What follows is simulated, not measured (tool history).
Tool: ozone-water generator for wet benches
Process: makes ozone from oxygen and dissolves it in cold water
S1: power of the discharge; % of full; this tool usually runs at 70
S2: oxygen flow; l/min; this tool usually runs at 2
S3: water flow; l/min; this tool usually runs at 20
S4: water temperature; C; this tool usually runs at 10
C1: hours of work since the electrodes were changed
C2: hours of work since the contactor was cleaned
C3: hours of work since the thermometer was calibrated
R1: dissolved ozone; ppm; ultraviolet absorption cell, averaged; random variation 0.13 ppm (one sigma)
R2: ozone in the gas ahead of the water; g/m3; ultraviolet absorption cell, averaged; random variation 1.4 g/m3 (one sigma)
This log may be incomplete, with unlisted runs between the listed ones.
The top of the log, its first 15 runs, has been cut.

run 16 hour=418.5 | S1=70 S2=2 S3=20 S4=10 | C1=817 C2=3491 C3=3152 | R1=13.6 R2=247.9
run 17 hour=453.3 | S1=70 S2=1.47 S3=24 S4=10 | C1=839 C2=3513 C3=3175 | R1=10 R2=293.8
run 18 hour=480.8 | S1=46 S2=2 S3=20 S4=5 | C1=857 C2=3531 C3=3192 | R1=10.5 R2=183
run 19 hour=518.7 | S1=70 S2=1.68 S3=14 S4=11 | C1=881 C2=3555 C3=3217 | R1=19.4 R2=270.7
run 20 hour=536.8 | S1=58 S2=1.99 S3=29 S4=13 | C1=893 C2=3567 C3=3228 | R1=7.3 R2=217.4
run 21 hour=559.2 | S1=70 S2=2 S3=16 S4=6 | C1=907 C2=3581 C3=3243 | R1=18 R2=244
run 22 hour=589 | S1=61 S2=2 S3=17 S4=6 | C1=927 C2=3600 C3=3262 | R1=15.3 R2=223.4
run 23 hour=619.7 | S1=88 S2=2 S3=20 S4=10 | C1=946 C2=3620 C3=3282 | R1=15.6 R2=290
run 24 hour=643.9 | S1=88 S2=2 S3=20 S4=10 | C1=962 C2=3636 C3=3297 | R1=15.9 R2=289
run 25 hour=676.6 | S1=47 S2=1.82 S3=18 S4=9 | C1=983 C2=3657 C3=3318 | R1=11.6 R2=194.5
run 26 hour=694.6 | S1=70 S2=2.38 S3=20 S4=10 | C1=995 C2=3668 C3=3330 | R1=14.1 R2=222.2
run 27 hour=715 | S1=70 S2=1.89 S3=20 S4=5 | C1=1008 C2=3681 C3=3343 | R1=13.8 R2=252.8
run 28 hour=747.4 | S1=70 S2=1.89 S3=20 S4=5 | C1=1029 C2=3702 C3=3364 | R1=13.9 R2=252.6
run 29 hour=767.8 | S1=83 S2=1.89 S3=16 S4=13 | C1=1042 C2=3715 C3=3377 | R1=19.1 R2=285.1
run 30 hour=786.8 | S1=83 S2=1.81 S3=17 S4=13 | C1=1054 C2=3728 C3=3389 | R1=17.8 R2=292.4
run 31 hour=813.6 | S1=70 S2=2 S3=23 S4=16 | C1=1071 C2=3745 C3=3406 | R1=11.1 R2=248.1
run 32 hour=851.5 | S1=62 S2=2.02 S3=20 S4=10 | C1=1096 C2=3769 C3=3431 | R1=12.5 R2=223

Branching from run 32: 3 alternative next runs. What would each branch give?
run A hour=874.3 | S1=70 S2=2 S3=18 S4=10 | C1=1110 C2=3784 C3=3445 | R1=? R2=?
run B hour=874.3 | S1=97 S2=2.03 S3=20 S4=10 | C1=1110 C2=3784 C3=3445 | R1=? R2=?
run C hour=874.3 | S1=48 S2=2.02 S3=19 S4=15 | C1=1110 C2=3784 C3=3445 | R1=? R2=?

run=A R1=15.5 R2=246.9
run=B R1=17.2 R2=305.9
run=C R1=10.6 R2=187.6
The same runs, with their run-to-run variation unchanged, on a tool lacking any hidden condition would have given:
run=A R1=16.8 R2=255.2
run=B R1=18.9 R2=318.6
run=C R1=11.4 R2=192.2

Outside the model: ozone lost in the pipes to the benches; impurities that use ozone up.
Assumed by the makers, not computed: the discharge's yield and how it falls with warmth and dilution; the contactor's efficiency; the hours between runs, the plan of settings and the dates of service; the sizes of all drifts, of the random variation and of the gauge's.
